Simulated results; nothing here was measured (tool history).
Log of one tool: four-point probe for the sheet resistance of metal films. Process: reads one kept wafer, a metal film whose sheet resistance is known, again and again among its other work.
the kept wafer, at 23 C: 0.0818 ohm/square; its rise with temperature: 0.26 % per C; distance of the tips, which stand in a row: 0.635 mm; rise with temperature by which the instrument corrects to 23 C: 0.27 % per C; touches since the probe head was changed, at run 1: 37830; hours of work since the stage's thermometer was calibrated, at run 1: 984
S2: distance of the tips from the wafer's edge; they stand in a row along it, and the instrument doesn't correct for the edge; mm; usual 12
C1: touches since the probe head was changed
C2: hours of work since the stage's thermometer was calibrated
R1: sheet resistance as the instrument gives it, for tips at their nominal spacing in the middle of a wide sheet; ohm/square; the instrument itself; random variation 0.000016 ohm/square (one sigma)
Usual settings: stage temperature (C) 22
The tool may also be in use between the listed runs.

Run 1, hour 0: usual settings; C1 37830; C2 984. Result: R1 0.082125 ohm/square.
Run 2, hour 12.2: usual settings but S2 6 mm; C1 38317; C2 992. Result: R1 0.082521 ohm/square.
Run 3, hour 35.3: usual settings but S2 6 mm; C1 39245; C2 1007. Result: R1 0.082511 ohm/square.
Run 4, hour 57.4: usual settings; C1 40130; C2 1022. Result: R1 0.082133 ohm/square.
Run 5, hour 69.2: usual settings; C1 40602; C2 1029. Result: R1 0.082156 ohm/square.
Run 6, hour 88.8: usual settings; C1 41388; C2 1042. Result: R1 0.082164 ohm/square.
Run 7, hour 104.7: usual settings; C1 42025; C2 1053. Result: R1 0.082145 ohm/square.
Run 8, hour 117.7: usual settings but stage temperature (C) 24; C1 42544; C2 1061. Result: R1 0.082164 ohm/square.
Run 9, hour 140.3: usual settings but stage temperature (C) 24; C1 43450; C2 1076. Result: R1 0.082152 ohm/square.
Run 10, hour 163.3: usual settings but stage temperature (C) 24; C1 44369; C2 1091. Result: R1 0.082149 ohm/square.
Run 11, hour 188.6: usual settings but stage temperature (C) 24; C1 45382; C2 1108. Result: R1 0.082167 ohm/square.
Run 12, hour 202.1: usual settings but stage temperature (C) 24; C1 45923; C2 1117. Result: R1 0.082153 ohm/square.
Run 13, hour 226.8: usual settings but stage temperature (C) 24; C1 46912; C2 1133. Result: R1 0.082186 ohm/square.
Run 14, hour 240.8: usual settings but stage temperature (C) 24; C1 47473; C2 1142. Result: R1 0.08219 ohm/square.
Run 15, hour 254.4: usual settings; C1 48018; C2 1151. Result: R1 0.082205 ohm/square.
Run 16, hour 266.8: usual settings but S2 4 mm; C1 48515; C2 1159. Result: R1 0.083148 ohm/square.
Run 17, hour 285.5: usual settings but stage temperature (C) 21, S2 6 mm; C1 49264; C2 1172. Result: R1 0.082579 ohm/square.
Run 18, hour 306.4: usual settings but stage temperature (C) 32, S2 32 mm; C1 50102; C2 1186. Result: R1 0.082044 ohm/square.
Run 19, hour 327.9: usual settings but stage temperature (C) 32, S2 32 mm; C1 50961; C2 1200. Result: R1 0.082048 ohm/square.
Run 20, hour 346: usual settings but stage temperature (C) 24, S2 32 mm; C1 51689; C2 1212. Result: R1 0.082108 ohm/square.
Run 21, hour 367.2: usual settings but stage temperature (C) 29, S2 21 mm; C1 52537; C2 1226. Result: R1 0.082109 ohm/square.
At hour 368.8: stage's thermometer calibrated.
Run 22, hour 387.5: usual settings but stage temperature (C) 29, S2 21 mm; C1 53329; C2 12. Result: R1 0.082091 ohm/square.
Run 23, hour 413.5: usual settings but stage temperature (C) 24, S2 4 mm; C1 54373; C2 29. Result: R1 0.083209 ohm/square.
At hour 417.2: stage's thermometer calibrated, once more.
Run 24, hour 428.5: usual settings but stage temperature (C) 33, S2 10 mm; C1 54953; C2 7. Result: R1 0.082318 ohm/square.
Run 25, hour 452.9: usual settings but stage temperature (C) 33, S2 10 mm; C1 55931; C2 24. Result: R1 0.082303 ohm/square.
Run 26, hour 476.1: usual settings but stage temperature (C) 27, S2 17 mm; C1 56857; C2 39. Result: R1 0.082219 ohm/square.
Run 27, hour 487.2: usual settings but stage temperature (C) 25, S2 20 mm; C1 57302; C2 46. Result: R1 0.082226 ohm/square.
Run 28, hour 498.9: usual settings but stage temperature (C) 20, S2 13 mm; C1 57773; C2 54. Result: R1 0.082354 ohm/square.
Run 29, hour 509.6: usual settings but stage temperature (C) 27, S2 4 mm; C1 58200; C2 61. Result: R1 0.083312 ohm/square.
Run 30, hour 528.6: usual settings but stage temperature (C) 27, S2 4 mm; C1 58963; C2 73. Result: R1 0.083293 ohm/square.

The same runs without the tool's hidden state, with the same run-to-run variation:
The hidden state here: inner tips' distance over the nominal, %; tips' flats over new ones', %; wafer's true temperature over the reading, C; drift of the gauge itself on sheet_ohm, %.
run        R1
  1  0.081929
  2  0.082321
  3  0.082306
  4  0.081922
  5  0.081941
  6  0.081943
  7   0.08192
  8  0.081935
  9  0.081916
 10  0.081906
 11  0.081918
 12    0.0819
 13  0.081927
 14  0.081927
 15  0.081937
 16  0.082874
 17  0.082302
 18  0.081761
 19  0.081757
 20  0.081814
 21  0.081807
 22  0.081803
 23  0.082911
 24  0.081915
 25  0.081892
 26  0.081801
 27  0.081805
 28  0.081928
 29   0.08288
 30  0.082855
